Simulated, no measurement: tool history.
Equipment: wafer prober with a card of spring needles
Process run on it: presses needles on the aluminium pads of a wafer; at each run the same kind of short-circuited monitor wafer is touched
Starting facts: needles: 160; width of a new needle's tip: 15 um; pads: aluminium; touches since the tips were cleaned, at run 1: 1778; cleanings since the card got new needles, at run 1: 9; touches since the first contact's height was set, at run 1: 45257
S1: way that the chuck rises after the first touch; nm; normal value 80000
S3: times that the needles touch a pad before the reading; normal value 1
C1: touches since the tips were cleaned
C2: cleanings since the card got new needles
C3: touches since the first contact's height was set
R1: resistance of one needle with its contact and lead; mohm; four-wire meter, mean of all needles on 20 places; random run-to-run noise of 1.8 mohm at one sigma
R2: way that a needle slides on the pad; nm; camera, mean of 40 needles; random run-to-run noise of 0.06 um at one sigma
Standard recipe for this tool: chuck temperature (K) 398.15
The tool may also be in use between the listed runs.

{"run": 1, "hour": 0.0, "S1": 80000, "chuck temperature (K)": 398.15, "S3": 1, "C1": 1778, "C2": 9, "C3": 45257, "R1": 201, "R2": 13750}
{"hour": 13.9, "done": "tips cleaned on abrasive film"}
{"hour": 40.2, "done": "tips cleaned on abrasive film"}
{"run": 2, "hour": 48.5, "S1": 80000, "chuck temperature (K)": 398.15, "S3": 1, "C1": 1631, "C2": 11, "C3": 54722, "R1": 196, "R2": 13570}
{"hour": 63.7, "done": "tips cleaned on abrasive film"}
{"run": 3, "hour": 73.8, "S1": 89000, "chuck temperature (K)": 398.15, "S3": 1, "C1": 1967, "C2": 12, "C3": 59657, "R1": 197, "R2": 15110}
{"hour": 88.7, "done": "tips cleaned on abrasive film"}
{"hour": 110.7, "done": "tips cleaned on abrasive film"}
{"run": 4, "hour": 124.3, "S1": 93000, "chuck temperature (K)": 398.15, "S3": 1, "C1": 2664, "C2": 14, "C3": 69518, "R1": 197, "R2": 15840}
{"hour": 133.8, "done": "tips cleaned on abrasive film"}
{"run": 5, "hour": 153.2, "S1": 93000, "chuck temperature (K)": 398.15, "S3": 1, "C1": 3794, "C2": 15, "C3": 75152, "R1": 201, "R2": 15700}
{"hour": 158.6, "done": "tips cleaned on abrasive film"}
{"hour": 180.5, "done": "tips cleaned on abrasive film, once more"}
{"run": 6, "hour": 200.4, "S1": 93000, "chuck temperature (K)": 398.15, "S3": 1, "C1": 3892, "C2": 17, "C3": 84372, "R1": 203, "R2": 15930}
{"hour": 204.6, "done": "tips cleaned on abrasive film"}
{"hour": 229.3, "done": "tips cleaned on abrasive film"}
{"run": 7, "hour": 249.4, "S1": 80000, "chuck temperature (K)": 334.15, "S3": 1, "C1": 3939, "C2": 19, "C3": 93926, "R1": 202, "R2": 13480}
{"hour": 252.5, "done": "tips cleaned on abrasive film"}
{"hour": 274.7, "done": "tips cleaned on abrasive film"}
{"run": 8, "hour": 286.4, "S1": 80000, "chuck temperature (K)": 334.15, "S3": 1, "C1": 2310, "C2": 21, "C3": 101155, "R1": 194, "R2": 13500}
{"hour": 298.7, "done": "tips cleaned on abrasive film"}
{"hour": 324.1, "done": "tips cleaned on abrasive film"}
{"hour": 346.9, "done": "tips cleaned on abrasive film"}
{"run": 9, "hour": 346.9, "S1": 80000, "chuck temperature (K)": 334.15, "S3": 1, "C1": 0, "C2": 24, "C3": 112949, "R1": 173, "R2": 13420}
{"hour": 370.3, "done": "tips cleaned on abrasive film"}
{"run": 10, "hour": 375.4, "S1": 78000, "chuck temperature (K)": 313.15, "S3": 1, "C1": 1009, "C2": 25, "C3": 118519, "R1": 181, "R2": 13030}
{"hour": 394.0, "done": "tips cleaned on abrasive film"}
{"hour": 416.1, "done": "tips cleaned on abrasive film"}
{"run": 11, "hour": 425.0, "S1": 85000, "chuck temperature (K)": 390.15, "S3": 2, "C1": 1747, "C2": 27, "C3": 128196, "R1": 189, "R2": 14270}
{"hour": 439.3, "done": "tips cleaned on abrasive film"}
{"run": 12, "hour": 455.3, "S1": 80000, "chuck temperature (K)": 300.15, "S3": 1, "C1": 3145, "C2": 28, "C3": 134112, "R1": 191, "R2": 13300}
{"hour": 462.2, "done": "tips cleaned on abrasive film"}
{"hour": 485.3, "done": "tips cleaned on abrasive film"}
{"run": 13, "hour": 498.4, "S1": 80000, "chuck temperature (K)": 300.15, "S3": 1, "C1": 2569, "C2": 30, "C3": 142524, "R1": 190, "R2": 13270}
{"hour": 508.0, "done": "tips cleaned on abrasive film"}
{"hour": 533.6, "done": "tips cleaned on abrasive film"}
{"run": 14, "hour": 549.2, "S1": 100000, "chuck temperature (K)": 302.15, "S3": 3, "C1": 3066, "C2": 32, "C3": 152433, "R1": 172, "R2": 16790}
{"hour": 557.6, "done": "tips cleaned on abrasive film"}
{"hour": 579.5, "done": "tips cleaned on abrasive film"}
{"hour": 603.2, "done": "tips cleaned on abrasive film"}
{"run": 15, "hour": 604.8, "S1": 100000, "chuck temperature (K)": 302.15, "S3": 3, "C1": 317, "C2": 35, "C3": 163278, "R1": 169, "R2": 16680}
{"hour": 626.3, "done": "tips cleaned on abrasive film"}
{"run": 16, "hour": 645.9, "S1": 74000, "chuck temperature (K)": 398.15, "S3": 3, "C1": 3834, "C2": 36, "C3": 171303, "R1": 198, "R2": 12220}

Predict the results of run 17:
{"hour": 648.5, "done": "tips cleaned on abrasive film"}
{"hour": 670.8, "done": "tips cleaned on abrasive film"}
{"run": 17, "hour": 682.7, "S1": 78000, "chuck temperature (K)": 362.15, "S3": 2, "C1": 2332, "C2": 38, "C3": 178472, "R1": "?", "R2": "?"}

R1: 189 mohm
R2: 12890 nm
If the tool had no hidden condition, the same run with the same run-to-run variation would have returned R1 174 mohm, R2 13570 nm.
